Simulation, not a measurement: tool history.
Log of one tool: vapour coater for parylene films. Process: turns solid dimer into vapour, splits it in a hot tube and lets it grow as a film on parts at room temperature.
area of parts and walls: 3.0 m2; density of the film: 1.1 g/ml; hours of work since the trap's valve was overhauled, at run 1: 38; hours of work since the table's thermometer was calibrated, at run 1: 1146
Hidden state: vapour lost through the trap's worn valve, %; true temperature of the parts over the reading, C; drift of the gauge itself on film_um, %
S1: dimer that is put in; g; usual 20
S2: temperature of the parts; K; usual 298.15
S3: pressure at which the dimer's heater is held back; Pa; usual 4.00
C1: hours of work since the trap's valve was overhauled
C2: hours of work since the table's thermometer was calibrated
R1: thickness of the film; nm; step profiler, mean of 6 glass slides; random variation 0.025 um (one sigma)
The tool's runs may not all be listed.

run 1 hour=0.0 | S1=20 S2=298.15 S3=4.00 | C1=38 C2=1146 | R1=4440
run 2 hour=55.8 | S1=20 S2=298.15 S3=4.00 | C1=87 C2=1195 | R1=4410
run 3 hour=118.0 | S1=20 S2=298.15 S3=4.00 | C1=142 C2=1250 | R1=4420
run 4 hour=149.2 | S1=20 S2=298.15 S3=4.00 | C1=170 C2=1277 | R1=4460
run 5 hour=196.7 | S1=24 S2=298.15 S3=4.00 | C1=212 C2=1319 | R1=5330
run 6 hour=233.7 | S1=20 S2=298.15 S3=2.02 | C1=244 C2=1351 | R1=4830
run 7 hour=264.5 | S1=35 S2=298.15 S3=4.00 | C1=271 C2=1379 | R1=7690
run 8 hour=297.4 | S1=13 S2=296.15 S3=4.00 | C1=300 C2=1408 | R1=3090
run 9 hour=343.6 | S1=25 S2=292.15 S3=6.73 | C1=341 C2=1448 | R1=6440
run 10 hour=391.7 | S1=25 S2=292.15 S3=6.73 | C1=383 C2=1491 | R1=6410
run 11 hour=424.7 | S1=25 S2=292.15 S3=6.73 | C1=412 C2=1520 | R1=6470
run 12 hour=475.0 | S1=29 S2=308.15 S3=6.73 | C1=456 C2=1564 | R1=3960
run 13 hour=506.9 | S1=9 S2=294.15 S3=2.66 | C1=485 C2=1592 | R1=2460
-- hour=526.0 trap's valve overhauled
run 14 hour=548.8 | S1=9 S2=294.15 S3=2.66 | C1=20 C2=1625 | R1=2440

4 ways to go on from here, each from the tool as it stands after run 14. What would each give?
run A hour=592.4 | S1=9 S2=293.15 S3=2.66 | C1=58 C2=1664 | R1=?
run B hour=592.4 | S1=28 S2=305.15 S3=4.00 | C1=58 C2=1664 | R1=?
run C hour=592.4 | S1=9 S2=294.15 S3=7.71 | C1=58 C2=1664 | R1=?
run D hour=592.4 | S1=30 S2=308.15 S3=3.33 | C1=58 C2=1664 | R1=?

run=A R1=2540
run=B R1=4650
run=C R1=2120
run=D R1=4570
Without the tool's hidden state the same runs would have given:
run=A R1=2570
run=B R1=4710
run=C R1=2140
run=D R1=4620

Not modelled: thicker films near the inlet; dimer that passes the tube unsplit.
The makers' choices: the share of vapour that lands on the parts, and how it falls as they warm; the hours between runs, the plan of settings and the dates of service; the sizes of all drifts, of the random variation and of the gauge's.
